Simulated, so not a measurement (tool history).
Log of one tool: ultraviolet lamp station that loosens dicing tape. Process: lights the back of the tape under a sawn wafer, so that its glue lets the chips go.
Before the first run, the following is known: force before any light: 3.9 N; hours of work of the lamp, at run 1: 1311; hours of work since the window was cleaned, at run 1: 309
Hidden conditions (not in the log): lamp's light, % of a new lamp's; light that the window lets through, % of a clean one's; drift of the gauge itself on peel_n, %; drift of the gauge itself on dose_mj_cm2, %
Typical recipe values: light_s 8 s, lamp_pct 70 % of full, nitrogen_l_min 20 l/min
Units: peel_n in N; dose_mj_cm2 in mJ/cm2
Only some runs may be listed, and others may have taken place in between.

run	hour	light_s	lamp_pct	nitrogen_l_min	hours of work of the lamp	hours of work since the window was cleaned	peel_n	dose_mj_cm2
1	0.0	8	70	20	1311	309	0.403	173
2	46.7	8	70	20	1339	336	0.416	172
3	91.9	8	70	20	1365	363	0.412	170
4	123.3	8	70	32	1384	381	0.347	167
5	164.9	5	70	20	1408	406	0.858	105
6	222.1	5	70	20	1442	439	0.857	104
7	274.8	4	70	20	1473	470	1.180	80
# hour 330.9: lamp changed
8	330.9	8	70	20	0	502	0.279	232
9	398.2	8	75	20	39	542	0.255	247
10	434.5	8	75	16	61	563	0.284	241
# hour 440.4: window cleaned of glue's vapour
11	507.3	8	75	16	103	39	0.294	234
12	556.6	8	70	20	132	68	0.293	216
13	607.4	8	70	20	162	98	0.300	213
# hour 611.5: window cleaned of glue's vapour, once more
14	648.3	8	70	20	186	22	0.279	235
15	706.7	8	70	7	220	56	0.453	230
16	774.9	8	70	7	260	96	0.481	226
17	822.2	8	95	20	288	124	0.213	302
18	874.7	8	66	17	318	154	0.313	208
19	927.1	8	71	20	349	185	0.282	224
20	961.6	12	61	24	369	205	0.217	288
21	1017.7	12	61	24	402	238	0.214	281
22	1062.8	7	61	20	429	265	0.446	163
23	1098.1	7	61	20	449	285	0.429	159
24	1128.9	8	70	32	467	303	0.267	211
25	1162.1	8	70	32	487	323	0.259	210
26	1226.9	8	70	32	525	361	0.266	210
27	1268.6	6	98	20	549	386	0.304	219
28	1300.6	5	63	6	568	404	1.289	114
29	1342.8	8	90	15	593	429	0.247	263
30	1390.6	14	82	36	621	457	0.192	417
31	1435.1	7	82	28	647	483	0.260	205
32	1478.0	14	74	31	672	508	0.184	365

Take each entry between the runs: how does the hidden state at the last listed run before it differ from the hidden state at the first listed run after it?
Logged between run 7 and run 8: lamp changed (hour 330.9)
  lamp's light, % of a new lamp's: 70 -> 100; light that the window lets through, % of a clean one's: 95.3 -> 94.9
  measured value less the no-hidden-state value, peel_n: +0.481 -> +0.016 N; dose_mj_cm2: -41 -> -12 mJ/cm2
Logged between run 10 and run 11: window cleaned of glue's vapour (hour 440.4)
  lamp's light, % of a new lamp's: 98.7 -> 97.8; light that the window lets through, % of a clean one's: 94.2 -> 91.3
  measured value less the no-hidden-state value, peel_n: +0.023 -> +0.037 N; dose_mj_cm2: -18 -> -28 mJ/cm2
Logged between run 13 and run 14: window cleaned of glue's vapour, once more (hour 611.5)
  lamp's light, % of a new lamp's: 96.6 -> 96.1; light that the window lets through, % of a clean one's: 90.7 -> 99.5
  measured value less the no-hidden-state value, peel_n: +0.043 -> +0.013 N; dose_mj_cm2: -30 -> -11 mJ/cm2
